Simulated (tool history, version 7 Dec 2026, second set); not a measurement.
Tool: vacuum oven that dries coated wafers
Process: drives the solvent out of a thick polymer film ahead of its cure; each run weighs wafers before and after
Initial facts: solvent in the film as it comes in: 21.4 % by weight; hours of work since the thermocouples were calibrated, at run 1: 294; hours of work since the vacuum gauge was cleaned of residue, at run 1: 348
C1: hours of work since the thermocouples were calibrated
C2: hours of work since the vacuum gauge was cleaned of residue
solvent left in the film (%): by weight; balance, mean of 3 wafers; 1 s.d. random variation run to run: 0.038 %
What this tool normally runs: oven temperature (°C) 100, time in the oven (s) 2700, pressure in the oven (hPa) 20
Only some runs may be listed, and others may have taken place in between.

run 1 hour=0 | oven_temperature_(°C)=100 time_in_the_oven_(s)=2700 pressure_in_the_oven_(hPa)=20 | C1=294 C2=348 | solvent_left_in_the_film_(%)=2.8
run 2 hour=11 | oven_temperature_(°C)=100 time_in_the_oven_(s)=2700 pressure_in_the_oven_(hPa)=20 | C1=302 C2=356 | solvent_left_in_the_film_(%)=2.89
run 3 hour=16.4 | oven_temperature_(°C)=100 time_in_the_oven_(s)=3540 pressure_in_the_oven_(hPa)=20 | C1=306 C2=360 | solvent_left_in_the_film_(%)=1.74
run 4 hour=21.5 | oven_temperature_(°C)=100 time_in_the_oven_(s)=3540 pressure_in_the_oven_(hPa)=20 | C1=310 C2=364 | solvent_left_in_the_film_(%)=1.75
run 5 hour=32.1 | oven_temperature_(°C)=100 time_in_the_oven_(s)=3540 pressure_in_the_oven_(hPa)=20 | C1=318 C2=371 | solvent_left_in_the_film_(%)=1.76
run 6 hour=40 | oven_temperature_(°C)=100 time_in_the_oven_(s)=3540 pressure_in_the_oven_(hPa)=20 | C1=324 C2=377 | solvent_left_in_the_film_(%)=1.75
run 7 hour=47.1 | oven_temperature_(°C)=100 time_in_the_oven_(s)=3780 pressure_in_the_oven_(hPa)=20 | C1=329 C2=383 | solvent_left_in_the_film_(%)=1.53
run 8 hour=59.2 | oven_temperature_(°C)=100 time_in_the_oven_(s)=3780 pressure_in_the_oven_(hPa)=20 | C1=338 C2=391 | solvent_left_in_the_film_(%)=1.51
run 9 hour=68.8 | oven_temperature_(°C)=100 time_in_the_oven_(s)=2700 pressure_in_the_oven_(hPa)=20 | C1=345 C2=399 | solvent_left_in_the_film_(%)=2.86
run 10 hour=77.7 | oven_temperature_(°C)=99 time_in_the_oven_(s)=2700 pressure_in_the_oven_(hPa)=20 | C1=352 C2=405 | solvent_left_in_the_film_(%)=3.17
run 11 hour=88.1 | oven_temperature_(°C)=99 time_in_the_oven_(s)=2700 pressure_in_the_oven_(hPa)=20 | C1=360 C2=413 | solvent_left_in_the_film_(%)=3.09
run 12 hour=95.3 | oven_temperature_(°C)=100 time_in_the_oven_(s)=2700 pressure_in_the_oven_(hPa)=20 | C1=365 C2=418 | solvent_left_in_the_film_(%)=2.86
run 13 hour=102.7 | oven_temperature_(°C)=100 time_in_the_oven_(s)=2700 pressure_in_the_oven_(hPa)=20 | C1=370 C2=424 | solvent_left_in_the_film_(%)=2.78
run 14 hour=113.2 | oven_temperature_(°C)=100 time_in_the_oven_(s)=1440 pressure_in_the_oven_(hPa)=28.1 | C1=378 C2=432 | solvent_left_in_the_film_(%)=6.63
run 15 hour=123.5 | oven_temperature_(°C)=100 time_in_the_oven_(s)=1800 pressure_in_the_oven_(hPa)=73.3 | C1=386 C2=439 | solvent_left_in_the_film_(%)=6
run 16 hour=129.9 | oven_temperature_(°C)=100 time_in_the_oven_(s)=4440 pressure_in_the_oven_(hPa)=73.3 | C1=391 C2=444 | solvent_left_in_the_film_(%)=2.38
run 17 hour=140.8 | oven_temperature_(°C)=87 time_in_the_oven_(s)=4620 pressure_in_the_oven_(hPa)=45.4 | C1=399 C2=452 | solvent_left_in_the_film_(%)=5.39
run 18 hour=149.2 | oven_temperature_(°C)=100 time_in_the_oven_(s)=2280 pressure_in_the_oven_(hPa)=22.7 | C1=405 C2=458 | solvent_left_in_the_film_(%)=3.73
run 19 hour=156.9 | oven_temperature_(°C)=102 time_in_the_oven_(s)=4140 pressure_in_the_oven_(hPa)=32.1 | C1=411 C2=464 | solvent_left_in_the_film_(%)=1.2
run 20 hour=165.1 | oven_temperature_(°C)=109 time_in_the_oven_(s)=2340 pressure_in_the_oven_(hPa)=63.6 | C1=417 C2=470 | solvent_left_in_the_film_(%)=1.94
run 21 hour=171.6 | oven_temperature_(°C)=100 time_in_the_oven_(s)=2760 pressure_in_the_oven_(hPa)=10.1 | C1=421 C2=475 | solvent_left_in_the_film_(%)=2.54
run 22 hour=177.6 | oven_temperature_(°C)=97 time_in_the_oven_(s)=1920 pressure_in_the_oven_(hPa)=54.4 | C1=426 C2=479 | solvent_left_in_the_film_(%)=6.51
run 23 hour=185.9 | oven_temperature_(°C)=101 time_in_the_oven_(s)=1560 pressure_in_the_oven_(hPa)=19.5 | C1=432 C2=485 | solvent_left_in_the_film_(%)=5.48
run 24 hour=192.6 | oven_temperature_(°C)=108 time_in_the_oven_(s)=2700 pressure_in_the_oven_(hPa)=20 | C1=437 C2=490 | solvent_left_in_the_film_(%)=1.04
run 25 hour=203.7 | oven_temperature_(°C)=91 time_in_the_oven_(s)=4080 pressure_in_the_oven_(hPa)=50 | C1=445 C2=499 | solvent_left_in_the_film_(%)=4.63

Predict each of these 4 candidate next runs independently; none follows another, all start after run 25:
run A hour=215.2 | oven_temperature_(°C)=95 time_in_the_oven_(s)=3540 pressure_in_the_oven_(hPa)=20 | C1=454 C2=507 | solvent_left_in_the_film_(%)=?
run B hour=215.2 | oven_temperature_(°C)=87 time_in_the_oven_(s)=2700 pressure_in_the_oven_(hPa)=14.9 | C1=454 C2=507 | solvent_left_in_the_film_(%)=?
run C hour=215.2 | oven_temperature_(°C)=100 time_in_the_oven_(s)=4080 pressure_in_the_oven_(hPa)=13.8 | C1=454 C2=507 | solvent_left_in_the_film_(%)=?
run D hour=215.2 | oven_temperature_(°C)=100 time_in_the_oven_(s)=2700 pressure_in_the_oven_(hPa)=22.6 | C1=454 C2=507 | solvent_left_in_the_film_(%)=?

run=A solvent_left_in_the_film_(%)=3.02
run=B solvent_left_in_the_film_(%)=7.52
run=C solvent_left_in_the_film_(%)=1.16
run=D solvent_left_in_the_film_(%)=2.89
Stripped of hidden state, with their random variation kept, the same runs would have yielded:
run=A solvent_left_in_the_film_(%)=3.02
run=B solvent_left_in_the_film_(%)=7.53
run=C solvent_left_in_the_film_(%)=1.16
run=D solvent_left_in_the_film_(%)=2.89

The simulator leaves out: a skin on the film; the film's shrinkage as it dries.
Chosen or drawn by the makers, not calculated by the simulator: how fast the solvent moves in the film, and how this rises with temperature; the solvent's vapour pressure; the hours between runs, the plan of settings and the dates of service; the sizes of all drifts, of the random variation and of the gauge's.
